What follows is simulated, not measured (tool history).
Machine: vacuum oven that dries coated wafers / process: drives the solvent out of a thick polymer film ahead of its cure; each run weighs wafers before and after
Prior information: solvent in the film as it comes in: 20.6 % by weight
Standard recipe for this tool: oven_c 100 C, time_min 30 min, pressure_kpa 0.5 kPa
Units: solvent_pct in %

Run 1, day 0: usual settings. Result: solvent_pct 0.64 %.
Run 2, day 0.433: usual settings. Result: solvent_pct 0.63 %.
Run 3, day 0.771: usual settings. Result: solvent_pct 0.62 %.
Run 4, day 1.429: usual settings. Result: solvent_pct 0.64 %.
Run 5, day 1.783: usual settings. Result: solvent_pct 0.64 %.
Run 6, day 2.246: usual settings. Result: solvent_pct 0.63 %.
Run 7, day 2.612: usual settings. Result: solvent_pct 0.65 %.
Run 8, day 3.346: usual settings but time_min 35 min. Result: solvent_pct 0.44 %.
Run 9, day 3.983: usual settings but time_min 38 min, pressure_kpa 0.256 kPa. Result: solvent_pct 0.24 %.
Run 10, day 4.512: usual settings but oven_c 94 C, time_min 47 min. Result: solvent_pct 0.4 %.
Run 11, day 5.046: usual settings but oven_c 91 C, time_min 18 min. Result: solvent_pct 4.16 %.
Run 12, day 5.658: usual settings but oven_c 91 C, time_min 18 min. Result: solvent_pct 4.25 %.
Run 13, day 6.225: usual settings but oven_c 94 C, time_min 47 min, pressure_kpa 1.788 kPa. Result: solvent_pct 0.76 %.

3 options for the next run, each taken on its own from the tool as it stands now. Forecast them:
Run A, day 6.688: usual settings but oven_c 97 C, time_min 15 min. Result: solvent_pct ?.
Run B, day 6.688: usual settings but oven_c 94 C, time_min 38 min, pressure_kpa 0.279 kPa. Result: solvent_pct ?.
Run C, day 6.688: usual settings but oven_c 96 C, time_min 47 min, pressure_kpa 1.788 kPa. Result: solvent_pct ?.

run  solvent_pct
  A         3.75
  B         0.58
  C         0.68
With no hidden state in the tool, these same runs would have given:
run  solvent_pct
  A         3.75
  B         0.58
  C         0.68

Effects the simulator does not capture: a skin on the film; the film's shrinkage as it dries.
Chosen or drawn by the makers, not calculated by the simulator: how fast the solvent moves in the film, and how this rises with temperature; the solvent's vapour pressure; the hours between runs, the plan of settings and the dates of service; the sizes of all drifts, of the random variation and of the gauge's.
